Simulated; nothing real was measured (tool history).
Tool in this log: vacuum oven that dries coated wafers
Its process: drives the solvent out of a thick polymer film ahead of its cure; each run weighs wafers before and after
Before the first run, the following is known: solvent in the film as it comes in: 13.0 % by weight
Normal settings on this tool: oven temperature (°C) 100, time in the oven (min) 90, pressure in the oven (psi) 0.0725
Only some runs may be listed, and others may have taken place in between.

{"run": 1, "day": 0.0, "oven temperature (°C)": 100, "time in the oven (min)": 90, "pressure in the oven (psi)": 0.0725, "solvent left in the film (%)": 1.93}
{"run": 2, "day": 2.358, "oven temperature (°C)": 100, "time in the oven (min)": 90, "pressure in the oven (psi)": 0.0725, "solvent left in the film (%)": 1.87}
{"run": 3, "day": 3.812, "oven temperature (°C)": 100, "time in the oven (min)": 90, "pressure in the oven (psi)": 0.0725, "solvent left in the film (%)": 1.89}
{"run": 4, "day": 5.033, "oven temperature (°C)": 100, "time in the oven (min)": 90, "pressure in the oven (psi)": 0.0437, "solvent left in the film (%)": 1.78}
{"run": 5, "day": 6.908, "oven temperature (°C)": 100, "time in the oven (min)": 90, "pressure in the oven (psi)": 0.0437, "solvent left in the film (%)": 1.83}
{"run": 6, "day": 8.804, "oven temperature (°C)": 100, "time in the oven (min)": 90, "pressure in the oven (psi)": 0.0437, "solvent left in the film (%)": 1.78}
{"run": 7, "day": 9.929, "oven temperature (°C)": 100, "time in the oven (min)": 90, "pressure in the oven (psi)": 0.058, "solvent left in the film (%)": 1.81}
{"run": 8, "day": 11.133, "oven temperature (°C)": 100, "time in the oven (min)": 90, "pressure in the oven (psi)": 0.058, "solvent left in the film (%)": 1.81}
{"run": 9, "day": 12.312, "oven temperature (°C)": 93, "time in the oven (min)": 90, "pressure in the oven (psi)": 0.0725, "solvent left in the film (%)": 3.32}
{"run": 10, "day": 13.525, "oven temperature (°C)": 93, "time in the oven (min)": 90, "pressure in the oven (psi)": 0.0725, "solvent left in the film (%)": 3.32}
{"run": 11, "day": 15.954, "oven temperature (°C)": 93, "time in the oven (min)": 90, "pressure in the oven (psi)": 0.0725, "solvent left in the film (%)": 3.29}
{"run": 12, "day": 17.908, "oven temperature (°C)": 93, "time in the oven (min)": 90, "pressure in the oven (psi)": 0.0725, "solvent left in the film (%)": 3.28}
{"run": 13, "day": 19.283, "oven temperature (°C)": 93, "time in the oven (min)": 90, "pressure in the oven (psi)": 0.0725, "solvent left in the film (%)": 3.35}
{"run": 14, "day": 20.679, "oven temperature (°C)": 93, "time in the oven (min)": 73, "pressure in the oven (psi)": 0.0725, "solvent left in the film (%)": 4.06}
{"run": 15, "day": 22.396, "oven temperature (°C)": 100, "time in the oven (min)": 90, "pressure in the oven (psi)": 0.0725, "solvent left in the film (%)": 1.84}
{"run": 16, "day": 24.754, "oven temperature (°C)": 100, "time in the oven (min)": 90, "pressure in the oven (psi)": 0.0725, "solvent left in the film (%)": 1.85}
{"run": 17, "day": 26.238, "oven temperature (°C)": 100, "time in the oven (min)": 90, "pressure in the oven (psi)": 0.0725, "solvent left in the film (%)": 1.82}
{"run": 18, "day": 28.217, "oven temperature (°C)": 100, "time in the oven (min)": 90, "pressure in the oven (psi)": 0.0725, "solvent left in the film (%)": 1.81}
{"run": 19, "day": 29.521, "oven temperature (°C)": 100, "time in the oven (min)": 90, "pressure in the oven (psi)": 0.0725, "solvent left in the film (%)": 1.84}
{"run": 20, "day": 30.729, "oven temperature (°C)": 109, "time in the oven (min)": 90, "pressure in the oven (psi)": 0.0725, "solvent left in the film (%)": 0.65}
{"run": 21, "day": 32.833, "oven temperature (°C)": 100, "time in the oven (min)": 71, "pressure in the oven (psi)": 0.0725, "solvent left in the film (%)": 2.51}
{"run": 22, "day": 34.567, "oven temperature (°C)": 93, "time in the oven (min)": 71, "pressure in the oven (psi)": 0.0725, "solvent left in the film (%)": 4.13}
{"run": 23, "day": 35.65, "oven temperature (°C)": 93, "time in the oven (min)": 71, "pressure in the oven (psi)": 0.0725, "solvent left in the film (%)": 4.16}
{"run": 24, "day": 37.188, "oven temperature (°C)": 104, "time in the oven (min)": 88, "pressure in the oven (psi)": 0.0725, "solvent left in the film (%)": 1.22}
{"run": 25, "day": 39.767, "oven temperature (°C)": 91, "time in the oven (min)": 90, "pressure in the oven (psi)": 0.0725, "solvent left in the film (%)": 3.74}
{"run": 26, "day": 41.246, "oven temperature (°C)": 111, "time in the oven (min)": 154, "pressure in the oven (psi)": 0.103, "solvent left in the film (%)": 0.31}
{"run": 27, "day": 42.817, "oven temperature (°C)": 111, "time in the oven (min)": 154, "pressure in the oven (psi)": 0.103, "solvent left in the film (%)": 0.29}
{"run": 28, "day": 44.742, "oven temperature (°C)": 111, "time in the oven (min)": 154, "pressure in the oven (psi)": 0.103, "solvent left in the film (%)": 0.31}
{"run": 29, "day": 46.325, "oven temperature (°C)": 99, "time in the oven (min)": 157, "pressure in the oven (psi)": 0.0371, "solvent left in the film (%)": 0.66}
{"run": 30, "day": 48.554, "oven temperature (°C)": 100, "time in the oven (min)": 90, "pressure in the oven (psi)": 0.0683, "solvent left in the film (%)": 1.77}
{"run": 31, "day": 49.704, "oven temperature (°C)": 97, "time in the oven (min)": 90, "pressure in the oven (psi)": 0.0998, "solvent left in the film (%)": 2.42}
{"day": 52.254, "done": "oven's thermocouples calibrated"}
{"run": 32, "day": 52.258, "oven temperature (°C)": 101, "time in the oven (min)": 54, "pressure in the oven (psi)": 0.1437, "solvent left in the film (%)": 3.93}
{"run": 33, "day": 53.75, "oven temperature (°C)": 100, "time in the oven (min)": 135, "pressure in the oven (psi)": 0.2109, "solvent left in the film (%)": 1.57}
{"run": 34, "day": 55.838, "oven temperature (°C)": 100, "time in the oven (min)": 122, "pressure in the oven (psi)": 0.0585, "solvent left in the film (%)": 1.33}
{"run": 35, "day": 56.925, "oven temperature (°C)": 100, "time in the oven (min)": 122, "pressure in the oven (psi)": 0.0585, "solvent left in the film (%)": 1.32}
{"run": 36, "day": 59.338, "oven temperature (°C)": 111, "time in the oven (min)": 122, "pressure in the oven (psi)": 0.0454, "solvent left in the film (%)": 0.32}
{"run": 37, "day": 61.379, "oven temperature (°C)": 111, "time in the oven (min)": 122, "pressure in the oven (psi)": 0.0454, "solvent left in the film (%)": 0.34}
{"run": 38, "day": 62.567, "oven temperature (°C)": 112, "time in the oven (min)": 90, "pressure in the oven (psi)": 0.1291, "solvent left in the film (%)": 0.71}
{"run": 39, "day": 63.621, "oven temperature (°C)": 112, "time in the oven (min)": 88, "pressure in the oven (psi)": 0.0528, "solvent left in the film (%)": 0.58}
{"run": 40, "day": 65.35, "oven temperature (°C)": 112, "time in the oven (min)": 63, "pressure in the oven (psi)": 0.0545, "solvent left in the film (%)": 1.13}
{"run": 41, "day": 66.429, "oven temperature (°C)": 112, "time in the oven (min)": 63, "pressure in the oven (psi)": 0.0545, "solvent left in the film (%)": 1.11}
{"run": 42, "day": 67.792, "oven temperature (°C)": 112, "time in the oven (min)": 63, "pressure in the oven (psi)": 0.0545, "solvent left in the film (%)": 1.12}
{"run": 43, "day": 69.921, "oven temperature (°C)": 112, "time in the oven (min)": 63, "pressure in the oven (psi)": 0.0545, "solvent left in the film (%)": 1.11}
{"run": 44, "day": 72.5, "oven temperature (°C)": 107, "time in the oven (min)": 48, "pressure in the oven (psi)": 0.0725, "solvent left in the film (%)": 2.82}
{"run": 45, "day": 74.592, "oven temperature (°C)": 87, "time in the oven (min)": 76, "pressure in the oven (psi)": 0.1449, "solvent left in the film (%)": 5.94}
{"run": 46, "day": 76.196, "oven temperature (°C)": 87, "time in the oven (min)": 76, "pressure in the oven (psi)": 0.1449, "solvent left in the film (%)": 5.98}

Forecast each of these 4 alternatives for the next run:
{"run": "A", "day": 78.567, "oven temperature (°C)": 111, "time in the oven (min)": 153, "pressure in the oven (psi)": 0.1471, "solvent left in the film (%)": "?"}
{"run": "B", "day": 78.567, "oven temperature (°C)": 105, "time in the oven (min)": 53, "pressure in the oven (psi)": 0.1546, "solvent left in the film (%)": "?"}
{"run": "C", "day": 78.567, "oven temperature (°C)": 108, "time in the oven (min)": 76, "pressure in the oven (psi)": 0.1449, "solvent left in the film (%)": "?"}
{"run": "D", "day": 78.567, "oven temperature (°C)": 100, "time in the oven (min)": 124, "pressure in the oven (psi)": 0.0725, "solvent left in the film (%)": "?"}

run=A solvent_left_in_the_film_(%)=0.43
run=B solvent_left_in_the_film_(%)=3.04
run=C solvent_left_in_the_film_(%)=1.43
run=D solvent_left_in_the_film_(%)=1.32
Without the tool's hidden state the same runs would have given:
run=A solvent_left_in_the_film_(%)=0.31
run=B solvent_left_in_the_film_(%)=2.95
run=C solvent_left_in_the_film_(%)=1.33
run=D solvent_left_in_the_film_(%)=1.17

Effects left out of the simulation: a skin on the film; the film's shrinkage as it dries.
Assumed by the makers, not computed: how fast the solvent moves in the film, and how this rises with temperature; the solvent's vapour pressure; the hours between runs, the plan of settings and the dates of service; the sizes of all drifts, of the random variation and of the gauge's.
